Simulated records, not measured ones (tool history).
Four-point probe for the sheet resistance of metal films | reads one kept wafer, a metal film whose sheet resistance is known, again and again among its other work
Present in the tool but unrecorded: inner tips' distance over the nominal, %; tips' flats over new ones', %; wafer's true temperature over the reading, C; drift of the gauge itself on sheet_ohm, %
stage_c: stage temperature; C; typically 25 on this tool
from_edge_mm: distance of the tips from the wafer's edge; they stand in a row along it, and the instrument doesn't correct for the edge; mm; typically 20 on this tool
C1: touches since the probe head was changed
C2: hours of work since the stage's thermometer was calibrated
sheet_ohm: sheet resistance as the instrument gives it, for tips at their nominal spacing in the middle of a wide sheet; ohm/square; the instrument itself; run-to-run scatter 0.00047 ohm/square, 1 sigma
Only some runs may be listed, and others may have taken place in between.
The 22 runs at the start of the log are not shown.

-- hour=312.1 stage's thermometer calibrated
run 23 hour=331.5 | stage_c=30 from_edge_mm=20 | C1=55399 C2=9 | sheet_ohm=2.363157
run 24 hour=351.1 | stage_c=23 from_edge_mm=27 | C1=56047 C2=19 | sheet_ohm=2.345295
run 25 hour=368.4 | stage_c=30 from_edge_mm=25 | C1=56622 C2=27 | sheet_ohm=2.362803
run 26 hour=384.4 | stage_c=21 from_edge_mm=46 | C1=57149 C2=34 | sheet_ohm=2.340034
run 27 hour=401.2 | stage_c=27 from_edge_mm=43 | C1=57704 C2=42 | sheet_ohm=2.353044
run 28 hour=410.8 | stage_c=23 from_edge_mm=54 | C1=58023 C2=47 | sheet_ohm=2.344942
-- hour=423.7 stage's thermometer calibrated, once more
run 29 hour=430.7 | stage_c=21 from_edge_mm=17 | C1=58665 C2=3 | sheet_ohm=2.34096
run 30 hour=447 | stage_c=34 from_edge_mm=15 | C1=59205 C2=11 | sheet_ohm=2.372673
run 31 hour=461.5 | stage_c=29 from_edge_mm=15 | C1=59685 C2=18 | sheet_ohm=2.361259
run 32 hour=479.6 | stage_c=30 from_edge_mm=13 | C1=60283 C2=27 | sheet_ohm=2.364107
run 33 hour=498.1 | stage_c=30 from_edge_mm=13 | C1=60895 C2=35 | sheet_ohm=2.36397
run 34 hour=512.1 | stage_c=33 from_edge_mm=9 | C1=61359 C2=42 | sheet_ohm=2.373004
run 35 hour=524.6 | stage_c=33 from_edge_mm=15 | C1=61772 C2=48 | sheet_ohm=2.370344
run 36 hour=540.3 | stage_c=21 from_edge_mm=15 | C1=62293 C2=56 | sheet_ohm=2.340324
run 37 hour=554.1 | stage_c=29 from_edge_mm=4 | C1=62750 C2=62 | sheet_ohm=2.377769
run 38 hour=564.9 | stage_c=30 from_edge_mm=64 | C1=63108 C2=67 | sheet_ohm=2.361836
run 39 hour=583.6 | stage_c=32 from_edge_mm=13 | C1=63724 C2=76 | sheet_ohm=2.368433
run 40 hour=601.6 | stage_c=32 from_edge_mm=13 | C1=64323 C2=85 | sheet_ohm=2.368097
run 41 hour=616 | stage_c=20 from_edge_mm=11 | C1=64798 C2=92 | sheet_ohm=2.338195
run 42 hour=635.4 | stage_c=28 from_edge_mm=16 | C1=65440 C2=101 | sheet_ohm=2.356753
run 43 hour=649.1 | stage_c=30 from_edge_mm=16 | C1=65895 C2=107 | sheet_ohm=2.361482
run 44 hour=668.9 | stage_c=19 from_edge_mm=17 | C1=66549 C2=117 | sheet_ohm=2.334629
run 45 hour=689 | stage_c=23 from_edge_mm=30 | C1=67213 C2=126 | sheet_ohm=2.343628

Below are 4 alternative next runs, each starting from the tool's condition after run 45. Predict each:
run A hour=702.7 | stage_c=20 from_edge_mm=30 | C1=67668 C2=133 | sheet_ohm=?
run B hour=702.7 | stage_c=32 from_edge_mm=20 | C1=67668 C2=133 | sheet_ohm=?
run C hour=702.7 | stage_c=19 from_edge_mm=51 | C1=67668 C2=133 | sheet_ohm=?
run D hour=702.7 | stage_c=18 from_edge_mm=20 | C1=67668 C2=133 | sheet_ohm=?

run=A sheet_ohm=2.336457
run=B sheet_ohm=2.366626
run=C sheet_ohm=2.334045
run=D sheet_ohm=2.3316
With no hidden state in the tool, these same runs would have given:
run=A sheet_ohm=2.344029
run=B sheet_ohm=2.374247
run=C sheet_ohm=2.341613
run=D sheet_ohm=2.339164

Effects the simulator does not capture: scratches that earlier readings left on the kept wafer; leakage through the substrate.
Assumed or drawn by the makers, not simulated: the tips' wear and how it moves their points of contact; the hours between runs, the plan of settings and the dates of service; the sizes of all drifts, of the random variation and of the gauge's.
